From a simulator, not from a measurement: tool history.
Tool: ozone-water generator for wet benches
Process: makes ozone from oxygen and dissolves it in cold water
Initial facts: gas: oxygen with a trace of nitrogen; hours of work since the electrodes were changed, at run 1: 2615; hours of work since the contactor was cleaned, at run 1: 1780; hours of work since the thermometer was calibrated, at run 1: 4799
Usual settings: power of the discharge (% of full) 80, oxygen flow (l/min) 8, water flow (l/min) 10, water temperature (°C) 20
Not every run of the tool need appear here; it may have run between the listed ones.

run,day,power of the discharge (% of full),oxygen flow (l/min),water flow (l/min),water temperature (°C),hours of work since the electrodes were changed,hours of work since the contactor was cleaned,hours of work since the thermometer was calibrated,dissolved ozone (ppm),ozone in the gas ahead of the water (g/m3)
1,0,80,8,10,20,2615,1780,4799,29.8,257.4
2,3.504,80,8,10,20,2673,1839,4857,29.9,254.6
3,5.808,80,8,10,20,2711,1877,4895,30.1,253.1
4,8.1,80,8,10,20,2749,1915,4933,29.7,253.7
5,12.175,80,8,10,20,2817,1983,5001,29.9,253.7
6,15.596,80,8,10,16,2874,2040,5058,32.5,254.5
7,19.583,80,8,6,20,2940,2106,5124,38.8,251.8
8,22.762,80,8,6,20,2993,2159,5177,38.7,254.6
9,25.579,80,8,6,20,3040,2206,5224,38.4,254.2
10,28.829,80,8,10,20,3094,2260,5278,30,251.6
11,33.079,45,8,14,20,3165,2330,5349,14.7,155.7
12,36.533,54,8,10,15,3222,2388,5406,23.4,183.6
13,40.85,46,7.32,10,20,3294,2459,5478,18.9,164.9
14,44.717,46,7.32,10,20,3358,2524,5542,18.9,166.9
15,47.967,46,7.32,10,20,3412,2578,5596,18.8,166.8
16,51.504,65,8,10,20,3471,2637,5655,24.8,213.3
17,55.808,65,8,10,20,3542,2708,5726,24.7,209.9
18,60.179,67,8,10,20,3615,2781,5799,25.3,218.1
# day 63.629: water thermometer calibrated
19,64.242,67,8,10,20,3682,2848,10,25.4,218.4
20,68.733,67,8,14,20,3757,2923,85,20.5,215.7

Consider 3 possible next runs. They are alternatives, not a sequence: every one starts from the tool as it was left by run 20. What does each give?
A,70.85,77,8,14,20,3792,2958,120,?,?
B,70.85,71,8,7,20,3792,2958,120,?,?
C,70.85,67,6.28,14,20,3792,2958,120,?,?

run,dissolved ozone (ppm),ozone in the gas ahead of the water (g/m3)
A,22.9,241.3
B,32,227.5
C,21.2,248.1
Without the tool's hidden state the same runs would have given:
run,dissolved ozone (ppm),ozone in the gas ahead of the water (g/m3)
A,25.4,256.8
B,35.1,241
C,23.4,262.2

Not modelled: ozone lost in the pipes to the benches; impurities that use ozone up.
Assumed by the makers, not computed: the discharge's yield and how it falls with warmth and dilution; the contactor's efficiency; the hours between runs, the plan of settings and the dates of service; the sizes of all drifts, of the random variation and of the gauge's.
